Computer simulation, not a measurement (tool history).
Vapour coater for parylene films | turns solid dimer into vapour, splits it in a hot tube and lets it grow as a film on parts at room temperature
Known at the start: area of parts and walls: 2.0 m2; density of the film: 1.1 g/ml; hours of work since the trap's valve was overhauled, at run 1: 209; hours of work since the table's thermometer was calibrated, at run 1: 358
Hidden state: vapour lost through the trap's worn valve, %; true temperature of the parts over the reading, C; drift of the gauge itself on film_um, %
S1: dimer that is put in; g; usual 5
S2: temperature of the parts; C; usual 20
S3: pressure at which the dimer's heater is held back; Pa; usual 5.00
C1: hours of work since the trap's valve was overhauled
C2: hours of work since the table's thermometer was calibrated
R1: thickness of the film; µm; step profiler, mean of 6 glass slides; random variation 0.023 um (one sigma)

run	day	S1	S2	S3	C1	C2	R1
1	0.000	5	20	5.00	209	358	1.37
2	0.533	5	20	5.00	215	364	1.40
3	1.079	5	20	5.00	221	370	1.37
4	1.592	5	20	5.00	226	375	1.38
# day 1.829: trap's valve overhauled
5	2.392	5	20	2.83	6	382	1.56
6	3.308	5	20	2.83	16	391	1.56
7	3.838	5	20	5.00	21	397	1.42
8	4.633	5	20	5.00	30	406	1.38
9	5.138	5	20	4.81	35	411	1.42
10	5.592	5	20	4.81	40	416	1.41
11	6.362	5	20	11.22	48	424	1.18
12	6.767	3	20	11.22	53	428	0.71
13	7.512	3	20	11.22	61	436	0.71
14	8.229	3	20	11.22	68	444	0.70
15	8.850	3	13	11.22	75	450	0.93
16	9.717	3	13	11.22	84	460	0.90
17	10.412	3	13	11.22	91	467	0.92
18	11.254	3	14	4.01	100	476	1.07
19	12.179	5	29	4.20	110	486	1.02
20	13.046	4	19	4.94	119	495	1.16
21	14.012	4	19	4.94	130	505	1.13
22	14.542	4	19	4.94	135	511	1.20
23	15.325	4	19	4.94	144	519	1.12
24	16.025	2	19	2.55	151	527	0.67
25	16.862	5	31	2.79	160	536	1.02

Forecast each of these 5 alternatives for the next run:
A	17.254	5	22	8.85	164	540	?
B	17.254	4	32	2.66	164	540	?
C	17.254	4	14	8.22	164	540	?
D	17.254	5	31	8.70	164	540	?
E	17.254	5	20	5.80	164	540	?

run	R1
A	1.16
B	0.82
C	1.21
D	0.85
E	1.32
Without the tool's hidden state the same runs would have given:
run	R1
A	1.17
B	0.83
C	1.22
D	0.85
E	1.33
